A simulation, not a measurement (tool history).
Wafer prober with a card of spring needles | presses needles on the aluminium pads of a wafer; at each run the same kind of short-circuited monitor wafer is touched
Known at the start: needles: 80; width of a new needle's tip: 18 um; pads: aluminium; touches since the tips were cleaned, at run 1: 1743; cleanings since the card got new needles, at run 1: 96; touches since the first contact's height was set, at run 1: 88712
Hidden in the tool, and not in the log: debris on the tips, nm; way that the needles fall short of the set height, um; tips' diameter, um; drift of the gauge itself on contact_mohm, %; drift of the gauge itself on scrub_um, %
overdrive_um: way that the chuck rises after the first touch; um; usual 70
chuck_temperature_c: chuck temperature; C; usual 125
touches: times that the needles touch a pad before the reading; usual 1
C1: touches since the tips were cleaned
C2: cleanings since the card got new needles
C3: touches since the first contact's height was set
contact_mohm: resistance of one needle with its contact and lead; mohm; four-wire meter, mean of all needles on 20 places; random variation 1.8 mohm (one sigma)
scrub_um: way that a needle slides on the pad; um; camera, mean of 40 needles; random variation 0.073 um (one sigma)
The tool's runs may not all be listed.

run 1 hour=0 | overdrive_um=70 chuck_temperature_c=125 touches=1 | C1=1743 C2=96 C3=88712 | contact_mohm=338 scrub_um=18.72
-- hour=8.1 tips cleaned on abrasive film
run 2 hour=13.3 | overdrive_um=70 chuck_temperature_c=125 touches=3 | C1=2624 C2=97 C3=95322 | contact_mohm=260 scrub_um=18.91
-- hour=21 tips cleaned on abrasive film
-- hour=33 tips cleaned on abrasive film
run 3 hour=33 | overdrive_um=53 chuck_temperature_c=125 touches=3 | C1=0 C2=99 C3=105103 | contact_mohm=218 scrub_um=14.03
-- hour=43.7 tips cleaned on abrasive film
run 4 hour=47.8 | overdrive_um=70 chuck_temperature_c=125 touches=1 | C1=2057 C2=100 C3=112431 | contact_mohm=359 scrub_um=18.72
-- hour=56.5 tips cleaned on abrasive film
-- hour=67.8 tips cleaned on abrasive film
run 5 hour=67.8 | overdrive_um=70 chuck_temperature_c=125 touches=1 | C1=0 C2=102 C3=122387 | contact_mohm=216 scrub_um=18.68
-- hour=79.8 tips cleaned on abrasive film
-- hour=90.8 tips cleaned on abrasive film
run 6 hour=95.9 | overdrive_um=70 chuck_temperature_c=125 touches=1 | C1=2532 C2=104 C3=136312 | contact_mohm=390 scrub_um=18.64
-- hour=102.5 tips cleaned on abrasive film
-- hour=114.9 tips cleaned on abrasive film
run 7 hour=121.2 | overdrive_um=70 chuck_temperature_c=51 touches=1 | C1=3164 C2=106 C3=148896 | contact_mohm=406 scrub_um=18.44
-- hour=125.8 tips cleaned on abrasive film
run 8 hour=134.4 | overdrive_um=51 chuck_temperature_c=125 touches=1 | C1=4333 C2=107 C3=155478 | contact_mohm=628 scrub_um=13.5
-- hour=136.8 tips cleaned on abrasive film
-- hour=148.8 tips cleaned on abrasive film
run 9 hour=151.7 | overdrive_um=51 chuck_temperature_c=125 touches=1 | C1=1469 C2=109 C3=164029 | contact_mohm=461 scrub_um=13.37
-- hour=159.5 tips cleaned on abrasive film
-- hour=172 tips cleaned on abrasive film
run 10 hour=172.4 | overdrive_um=70 chuck_temperature_c=125 touches=1 | C1=187 C2=111 C3=174304 | contact_mohm=242 scrub_um=18.52
-- hour=184 tips cleaned on abrasive film
-- hour=195.7 tips cleaned on abrasive film
run 11 hour=200.5 | overdrive_um=70 chuck_temperature_c=125 touches=1 | C1=2415 C2=113 C3=188254 | contact_mohm=379 scrub_um=18.41
-- hour=207.3 tips cleaned on abrasive film
run 12 hour=212.6 | overdrive_um=70 chuck_temperature_c=125 touches=1 | C1=2669 C2=114 C3=194300 | contact_mohm=382 scrub_um=18.43
-- hour=219.4 tips cleaned on abrasive film
-- hour=230.4 tips cleaned on abrasive film
run 13 hour=237.4 | overdrive_um=70 chuck_temperature_c=125 touches=1 | C1=3529 C2=116 C3=206616 | contact_mohm=410 scrub_um=18.48
-- hour=243.1 tips cleaned on abrasive film
-- hour=254 tips cleaned on abrasive film
run 14 hour=262.8 | overdrive_um=70 chuck_temperature_c=125 touches=1 | C1=4411 C2=118 C3=219219 | contact_mohm=434 scrub_um=18.28
-- hour=265.3 tips cleaned on abrasive film
-- hour=276.8 tips cleaned on abrasive film
-- hour=287.9 tips cleaned on abrasive film
run 15 hour=288.6 | overdrive_um=70 chuck_temperature_c=125 touches=1 | C1=356 C2=121 C3=231973 | contact_mohm=245 scrub_um=18.41
-- hour=294.6 height of the first contact set anew
-- hour=299.8 tips cleaned on abrasive film
-- hour=312 tips cleaned on abrasive film
run 16 hour=318.2 | overdrive_um=70 chuck_temperature_c=125 touches=1 | C1=3117 C2=123 C3=11745 | contact_mohm=403 scrub_um=17.76
-- hour=323.1 tips cleaned on abrasive film
-- hour=333.9 tips cleaned on abrasive film
-- hour=345.2 tips cleaned on abrasive film
run 17 hour=346.9 | overdrive_um=70 chuck_temperature_c=125 touches=2 | C1=807 C2=126 C3=25922 | contact_mohm=255 scrub_um=17.76
-- hour=356 tips cleaned on abrasive film
run 18 hour=360.7 | overdrive_um=61 chuck_temperature_c=25 touches=3 | C1=2350 C2=127 C3=32779 | contact_mohm=291 scrub_um=15.4
-- hour=367.3 tips cleaned on abrasive film
-- hour=380 tips cleaned on abrasive film
run 19 hour=381.6 | overdrive_um=61 chuck_temperature_c=25 touches=3 | C1=796 C2=129 C3=43165 | contact_mohm=227 scrub_um=15.25
-- hour=392.4 tips cleaned on abrasive film
run 20 hour=400 | overdrive_um=86 chuck_temperature_c=43 touches=2 | C1=3820 C2=130 C3=52333 | contact_mohm=285 scrub_um=22.06
-- hour=401.6 height of the first contact set anew, once more
-- hour=403.3 tips cleaned on abrasive film
-- hour=415.8 tips cleaned on abrasive film
run 21 hour=416 | overdrive_um=68 chuck_temperature_c=31 touches=2 | C1=70 C2=132 C3=7119 | contact_mohm=204 scrub_um=18.39
-- hour=426.9 tips cleaned on abrasive film
run 22 hour=429.1 | overdrive_um=68 chuck_temperature_c=58 touches=2 | C1=1128 C2=133 C3=13658 | contact_mohm=261 scrub_um=18.42
-- hour=439.4 tips cleaned on abrasive film
-- hour=450.3 tips cleaned on abrasive film
run 23 hour=457.8 | overdrive_um=87 chuck_temperature_c=82 touches=2 | C1=3740 C2=135 C3=27897 | contact_mohm=277 scrub_um=23.47
-- hour=461.8 tips cleaned on abrasive film
-- hour=473.3 tips cleaned on abrasive film
run 24 hour=483.4 | overdrive_um=70 chuck_temperature_c=68 touches=2 | C1=5080 C2=137 C3=40650 | contact_mohm=345 scrub_um=18.92
-- hour=486.2 tips cleaned on abrasive film
-- hour=496.9 tips cleaned on abrasive film
run 25 hour=503.9 | overdrive_um=71 chuck_temperature_c=26 touches=1 | C1=3530 C2=139 C3=50800 | contact_mohm=422 scrub_um=19.11
-- hour=507.9 tips cleaned on abrasive film
-- hour=520 tips cleaned on abrasive film
run 26 hour=521.4 | overdrive_um=71 chuck_temperature_c=125 touches=1 | C1=697 C2=141 C3=59481 | contact_mohm=268 scrub_um=19.18
-- hour=531.1 tips cleaned on abrasive film
-- hour=541.9 tips cleaned on abrasive film
run 27 hour=550.3 | overdrive_um=71 chuck_temperature_c=125 touches=1 | C1=4199 C2=143 C3=73825 | contact_mohm=421 scrub_um=19.13
-- hour=553.8 tips cleaned on abrasive film
-- hour=565.4 tips cleaned on abrasive film
-- hour=576.5 tips cleaned on abrasive film
run 28 hour=579.7 | overdrive_um=59 chuck_temperature_c=46 touches=1 | C1=1605 C2=146 C3=88420 | contact_mohm=404 scrub_um=15.78
-- hour=589.4 tips cleaned on abrasive film
-- hour=600.1 tips cleaned on abrasive film
run 29 hour=601.1 | overdrive_um=59 chuck_temperature_c=63 touches=2 | C1=518 C2=148 C3=99043 | contact_mohm=260 scrub_um=15.7

3 ways to go on from here, each from the tool as it stands after run 29. What would each give?
-- hour=612.5 tips cleaned on abrasive film
run A hour=619.2 | overdrive_um=59 chuck_temperature_c=59 touches=2 | C1=3356 C2=149 C3=108042 | contact_mohm=? scrub_um=?
-- hour=612.5 tips cleaned on abrasive film
run B hour=619.2 | overdrive_um=55 chuck_temperature_c=63 touches=2 | C1=3356 C2=149 C3=108042 | contact_mohm=? scrub_um=?
-- hour=612.5 tips cleaned on abrasive film
run C hour=619.2 | overdrive_um=52 chuck_temperature_c=85 touches=1 | C1=3356 C2=149 C3=108042 | contact_mohm=? scrub_um=?

run=A contact_mohm=399 scrub_um=15.75
run=B contact_mohm=420 scrub_um=14.55
run=C contact_mohm=621 scrub_um=13.77
Without the tool's hidden state the same runs would have given:
run=A contact_mohm=186 scrub_um=16.09
run=B contact_mohm=184 scrub_um=14.9
run=C contact_mohm=194 scrub_um=14.12

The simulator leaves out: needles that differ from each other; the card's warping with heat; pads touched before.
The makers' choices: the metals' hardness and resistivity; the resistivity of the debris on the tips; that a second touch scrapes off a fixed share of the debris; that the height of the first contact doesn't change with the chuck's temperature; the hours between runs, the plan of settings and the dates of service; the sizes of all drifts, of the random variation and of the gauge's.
